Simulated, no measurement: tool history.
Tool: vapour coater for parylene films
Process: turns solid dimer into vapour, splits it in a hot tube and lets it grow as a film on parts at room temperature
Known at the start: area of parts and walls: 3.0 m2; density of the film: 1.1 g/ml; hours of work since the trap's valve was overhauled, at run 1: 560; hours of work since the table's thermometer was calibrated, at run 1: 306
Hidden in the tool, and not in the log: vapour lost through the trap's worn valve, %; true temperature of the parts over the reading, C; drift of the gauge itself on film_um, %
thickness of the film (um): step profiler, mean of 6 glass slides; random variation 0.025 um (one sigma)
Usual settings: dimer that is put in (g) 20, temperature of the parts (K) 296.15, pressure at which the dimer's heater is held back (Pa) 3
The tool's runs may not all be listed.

run,hour,dimer that is put in (g),temperature of the parts (K),pressure at which the dimer's heater is held back (Pa),hours of work since the trap's valve was overhauled,hours of work since the table's thermometer was calibrated,thickness of the film (um)
1,0,20,296.15,3,560,306,2.75
2,15.2,20,304.15,3,567,313,2.28
# hour 22.6: trap's valve overhauled
3,33.2,20,304.15,3,5,320,2.5
4,56.3,20,296.15,3,15,330,2.99
5,70.5,20,296.15,3,22,337,2.97
6,92.7,20,296.15,4.64,32,347,2.75
7,112.7,14,296.15,3,41,356,2.06
8,126.8,14,296.15,3,48,363,2.04
9,142.2,14,296.15,3,55,370,2.04
10,161.7,14,296.15,3,64,379,2.05
11,178.9,20,296.15,3,72,387,2.9
12,203.3,20,296.15,3,83,398,2.97
13,216.3,20,296.15,3,89,404,2.92
14,238.2,20,296.15,3,99,414,2.93
15,261.4,22,296.15,3,110,424,3.23
16,279.6,22,296.15,3,118,433,3.2
17,292.7,22,300.15,3,124,439,2.96
18,315.8,22,300.15,3,134,449,2.97
19,332.3,11,296.15,3,142,457,1.61
20,342.5,9,296.15,3,147,462,1.32
21,354.6,20,296.15,3,152,467,2.89
22,373.3,20,296.15,3,161,476,2.88
23,385.8,20,296.15,3,167,481,2.95
24,410.1,20,296.15,3,178,493,2.87
25,423.6,36,290.15,3.67,184,499,5.76
26,439.6,15,296.15,3.67,191,506,2.07
27,456,21,303.15,3,199,514,2.64
28,480.2,21,303.15,3,210,525,2.62
29,503.4,21,303.15,3,221,535,2.63
30,525.5,21,303.15,3,231,546,2.63
31,545.9,20,291.15,3.31,240,555,3.16
32,568.7,20,291.15,3.31,250,565,3.22
33,592.8,20,291.15,6.18,261,576,2.9
34,606.6,20,291.15,6.18,268,583,2.87
35,628.1,12,291.15,6.15,278,593,1.74
36,643.5,12,291.15,6.15,285,600,1.71
37,666.7,18,288.15,5.54,295,610,2.8
38,688.5,10,304.15,2.58,305,620,1.26
39,701.6,10,304.15,2.58,311,626,1.25
40,720.2,12,296.15,3,320,635,1.74
41,730.4,16,301.15,3.18,325,640,2.03
42,753.7,16,306.15,3.18,335,650,1.82
43,767.7,15,289.15,3.48,342,657,2.45
44,789.6,15,289.15,3.48,352,667,2.44
45,803,20,295.15,9.46,358,673,2.44
46,817,24,296.15,4.09,364,679,3.26

Forecast each of these 5 alternatives for the next run:
A,831.6,18,292.15,3,371,686,?
B,831.6,11,305.15,4.09,371,686,?
C,831.6,14,296.15,4.09,371,686,?
D,831.6,8,296.15,3,371,686,?
E,831.6,24,299.15,3.64,371,686,?

run,thickness of the film (um)
A,2.79
B,1.2
C,1.91
D,1.16
E,3.07
Without the tool's hidden state the same runs would have given:
run,thickness of the film (um)
A,2.9
B,1.25
C,1.98
D,1.2
E,3.19

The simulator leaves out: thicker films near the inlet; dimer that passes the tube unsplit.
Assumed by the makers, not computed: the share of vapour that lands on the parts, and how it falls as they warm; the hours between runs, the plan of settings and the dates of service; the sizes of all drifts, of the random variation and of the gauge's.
